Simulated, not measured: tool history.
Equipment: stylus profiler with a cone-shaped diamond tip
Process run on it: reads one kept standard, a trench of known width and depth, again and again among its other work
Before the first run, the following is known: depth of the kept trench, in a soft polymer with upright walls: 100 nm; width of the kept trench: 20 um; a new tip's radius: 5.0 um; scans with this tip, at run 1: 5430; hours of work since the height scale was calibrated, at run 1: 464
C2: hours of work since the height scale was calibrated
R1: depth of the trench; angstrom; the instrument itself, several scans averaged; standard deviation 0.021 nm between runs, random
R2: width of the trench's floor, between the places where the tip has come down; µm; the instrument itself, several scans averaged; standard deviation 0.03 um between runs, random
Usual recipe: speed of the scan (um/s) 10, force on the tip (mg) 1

run 1 hour=0 | speed_of_the_scan_(um/s)=10 force_on_the_tip_(mg)=1 | scans_with_this_tip=5430 C2=464 | R1=1003 R2=17.51
run 2 hour=76.2 | speed_of_the_scan_(um/s)=10 force_on_the_tip_(mg)=1 | scans_with_this_tip=6012 C2=514 | R1=1003.5 R2=17.42
run 3 hour=155.7 | speed_of_the_scan_(um/s)=10 force_on_the_tip_(mg)=1.27 | scans_with_this_tip=6620 C2=566 | R1=1004.1 R2=17.39
run 4 hour=267.5 | speed_of_the_scan_(um/s)=10 force_on_the_tip_(mg)=0.79 | scans_with_this_tip=7474 C2=639 | R1=1002 R2=17.32
run 5 hour=350.8 | speed_of_the_scan_(um/s)=10 force_on_the_tip_(mg)=0.79 | scans_with_this_tip=8111 C2=693 | R1=1002.1 R2=17.32
run 6 hour=410.4 | speed_of_the_scan_(um/s)=2 force_on_the_tip_(mg)=0.79 | scans_with_this_tip=8566 C2=732 | R1=1001.4 R2=17.35
run 7 hour=529.5 | speed_of_the_scan_(um/s)=18 force_on_the_tip_(mg)=1 | scans_with_this_tip=9476 C2=810 | R1=1002.2 R2=17.12
run 8 hour=622.7 | speed_of_the_scan_(um/s)=18 force_on_the_tip_(mg)=1 | scans_with_this_tip=10188 C2=871 | R1=1002 R2=17.05
run 9 hour=726.4 | speed_of_the_scan_(um/s)=10 force_on_the_tip_(mg)=1 | scans_with_this_tip=10980 C2=938 | R1=1001.5 R2=17.1
-- hour=734.1 height scale calibrated on a step standard
run 10 hour=806.8 | speed_of_the_scan_(um/s)=2 force_on_the_tip_(mg)=1 | scans_with_this_tip=11590 C2=47 | R1=999.5 R2=17.16
run 11 hour=914.3 | speed_of_the_scan_(um/s)=2 force_on_the_tip_(mg)=1 | scans_with_this_tip=12412 C2=118 | R1=998.8 R2=17.13
run 12 hour=991.4 | speed_of_the_scan_(um/s)=35 force_on_the_tip_(mg)=1.32 | scans_with_this_tip=13001 C2=168 | R1=999.7 R2=16.82
run 13 hour=1072.9 | speed_of_the_scan_(um/s)=35 force_on_the_tip_(mg)=1.32 | scans_with_this_tip=13623 C2=221 | R1=999.6 R2=16.76

Run 14 has not been measured yet. What should we expect?
-- hour=1137.9 new tip fitted, height scale calibrated
run 14 hour=1144.1 | speed_of_the_scan_(um/s)=35 force_on_the_tip_(mg)=1.32 | scans_with_this_tip=47 C2=4 | R1=? R2=?

R1: 1006.2 angstrom
R2: 17.77 µm
Had the tool carried no hidden state, the very same run would have given R1 1006.6 angstrom, R2 17.75 µm.
